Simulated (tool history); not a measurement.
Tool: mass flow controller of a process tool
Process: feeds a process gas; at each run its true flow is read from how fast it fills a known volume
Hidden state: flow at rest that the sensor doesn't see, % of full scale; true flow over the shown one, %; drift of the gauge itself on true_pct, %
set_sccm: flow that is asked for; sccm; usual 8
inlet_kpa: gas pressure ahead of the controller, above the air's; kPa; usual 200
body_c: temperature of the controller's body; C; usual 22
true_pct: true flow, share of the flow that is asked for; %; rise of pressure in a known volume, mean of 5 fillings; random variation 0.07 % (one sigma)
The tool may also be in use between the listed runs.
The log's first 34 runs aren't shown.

run	hour	set_sccm	inlet_kpa	body_c	hours of work since the controller was set to zero	hours of work since the controller was changed	true_pct
35	5994.3	10	200	28	3925	3925	99.96
36	6135.5	16	186	20	3998	3998	99.34
37	6355.7	16	186	20	4111	4111	99.49
38	6571.3	16	186	20	4221	4221	99.32
39	6749.4	3	200	23	4313	4313	99.13
40	6906.4	3	200	23	4393	4393	99.14
41	7032.8	16	176	28	4458	4458	100.24
42	7162.0	8	151	25	4525	4525	99.65
43	7302.0	8	151	25	4596	4596	99.59
44	7532.6	3	200	22	4715	4715	98.97
45	7714.7	3	200	22	4808	4808	99.11
46	7850.4	6	241	20	4878	4878	98.70
47	7993.0	6	241	20	4951	4951	98.80
48	8186.4	6	189	33	5050	5050	100.14

Forecast each of these 5 alternatives for the next run:
A	8395.8	4	209	22	5158	5158	?
B	8395.8	8	200	27	5158	5158	?
C	8395.8	6	189	40	5158	5158	?
D	8395.8	6	253	38	5158	5158	?
E	8395.8	8	278	33	5158	5158	?

run	true_pct
A	99.00
B	99.80
C	100.84
D	100.46
E	99.96
Without the tool's hidden state the same runs would have given:
run	true_pct
A	98.99
B	99.78
C	100.82
D	100.44
E	99.94
